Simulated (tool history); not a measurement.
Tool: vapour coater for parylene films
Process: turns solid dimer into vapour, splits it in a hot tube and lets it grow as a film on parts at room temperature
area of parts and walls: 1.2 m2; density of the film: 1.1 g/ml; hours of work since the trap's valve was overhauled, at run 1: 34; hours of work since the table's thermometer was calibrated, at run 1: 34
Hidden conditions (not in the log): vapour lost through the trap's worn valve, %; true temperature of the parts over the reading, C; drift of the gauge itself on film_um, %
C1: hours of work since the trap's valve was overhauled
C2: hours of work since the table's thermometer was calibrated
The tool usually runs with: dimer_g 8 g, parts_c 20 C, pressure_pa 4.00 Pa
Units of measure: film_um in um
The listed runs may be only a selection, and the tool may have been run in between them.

Run 1, day 0.000: usual settings; C1 34; C2 34. Result: film_um 4.18 um.
Run 2, day 0.767: usual settings; C1 50; C2 50. Result: film_um 4.12 um.
Run 3, day 1.521: usual settings; C1 67; C2 67. Result: film_um 4.08 um.
Run 4, day 2.388: usual settings; C1 85; C2 85. Result: film_um 4.12 um.
Run 5, day 2.883: usual settings but pressure_pa 9.40 Pa; C1 96; C2 96. Result: film_um 3.46 um.
Run 6, day 3.675: usual settings but pressure_pa 3.17 Pa; C1 113; C2 113. Result: film_um 4.24 um.
Run 7, day 4.171: usual settings but dimer_g 6 g; C1 123; C2 123. Result: film_um 2.98 um.
Run 8, day 4.650: usual settings but dimer_g 6 g; C1 134; C2 134. Result: film_um 2.96 um.
Run 9, day 5.383: usual settings; C1 149; C2 149. Result: film_um 4.02 um.
Run 10, day 6.029: usual settings; C1 163; C2 163. Result: film_um 3.92 um.
Run 11, day 7.075: usual settings; C1 186; C2 186. Result: film_um 3.90 um.
Run 12, day 7.596: usual settings; C1 197; C2 197. Result: film_um 3.89 um.
Run 13, day 8.504: usual settings but pressure_pa 6.15 Pa; C1 216; C2 216. Result: film_um 3.55 um.
At day 8.912: trap's valve overhauled.
Run 14, day 9.283: usual settings but dimer_g 7 g; C1 8; C2 229. Result: film_um 3.72 um.
Run 15, day 9.821: usual settings; C1 19; C2 241. Result: film_um 4.26 um.
Run 16, day 10.562: usual settings; C1 35; C2 257. Result: film_um 4.25 um.
Run 17, day 10.996: usual settings; C1 45; C2 266. Result: film_um 4.22 um.
Run 18, day 11.633: usual settings; C1 58; C2 280. Result: film_um 4.21 um.
Run 19, day 12.492: usual settings but dimer_g 14 g; C1 77; C2 298. Result: film_um 7.21 um.
Run 20, day 13.229: usual settings but dimer_g 14 g; C1 92; C2 314. Result: film_um 7.09 um.
Run 21, day 14.171: usual settings but dimer_g 10 g, parts_c 12 C; C1 113; C2 334. Result: film_um 6.76 um.
Run 22, day 14.896: usual settings but dimer_g 10 g, parts_c 12 C; C1 128; C2 350. Result: film_um 6.72 um.
Run 23, day 15.833: usual settings but dimer_g 10 g, parts_c 12 C; C1 148; C2 370. Result: film_um 6.55 um.
Run 24, day 16.788: usual settings but dimer_g 10 g, parts_c 12 C; C1 169; C2 390. Result: film_um 6.47 um.
Run 25, day 17.496: usual settings but dimer_g 10 g, parts_c 12 C; C1 184; C2 405. Result: film_um 6.42 um.
Run 26, day 18.362: usual settings but dimer_g 7 g, parts_c 15 C; C1 202; C2 424. Result: film_um 4.11 um.
At day 19.371: trap's valve overhauled.
Run 27, day 19.425: usual settings but dimer_g 12 g, parts_c 29 C, pressure_pa 5.02 Pa; C1 1; C2 443. Result: film_um 4.45 um.
Run 28, day 19.983: usual settings but dimer_g 4 g, parts_c 14 C; C1 13; C2 455. Result: film_um 2.65 um.
Run 29, day 20.871: usual settings but dimer_g 5 g, parts_c 15 C, pressure_pa 2.46 Pa; C1 32; C2 474. Result: film_um 3.39 um.
Run 30, day 21.754: usual settings but dimer_g 3 g, pressure_pa 10.38 Pa; C1 51; C2 493. Result: film_um 1.28 um.
Run 31, day 22.375: usual settings but dimer_g 5 g, parts_c 19 C, pressure_pa 6.06 Pa; C1 64; C2 506. Result: film_um 2.45 um.
Run 32, day 23.346: usual settings but dimer_g 12 g; C1 85; C2 527. Result: film_um 6.04 um.
Run 33, day 23.950: usual settings but parts_c 21 C; C1 98; C2 540. Result: film_um 3.91 um.
Run 34, day 24.588: usual settings but dimer_g 5 g, parts_c 19 C; C1 112; C2 554. Result: film_um 2.57 um.
Run 35, day 25.221: usual settings but parts_c 25 C, pressure_pa 4.17 Pa; C1 125; C2 567. Result: film_um 3.26 um.
Run 36, day 26.004: usual settings but parts_c 19 C, pressure_pa 7.92 Pa; C1 142; C2 584. Result: film_um 3.60 um.
Run 37, day 26.946: usual settings but parts_c 19 C, pressure_pa 7.92 Pa; C1 162; C2 604. Result: film_um 3.56 um.

Alternative continuations, all from the tool just after run 37; predict every row:
Run A, day 27.621: usual settings but dimer_g 9 g, parts_c 15 C; C1 177; C2 619. Result: film_um ?.
Run B, day 27.621: usual settings but parts_c 12 C; C1 177; C2 619. Result: film_um ?.
Run C, day 27.621: usual settings but dimer_g 5 g, parts_c 19 C, pressure_pa 7.92 Pa; C1 177; C2 619. Result: film_um ?.

run  film_um
  A     5.12
  B     5.24
  C     2.17
With the hidden condition removed and each run's random variation left untouched, the same runs would have given:
run  film_um
  A     5.66
  B     5.79
  C     2.41
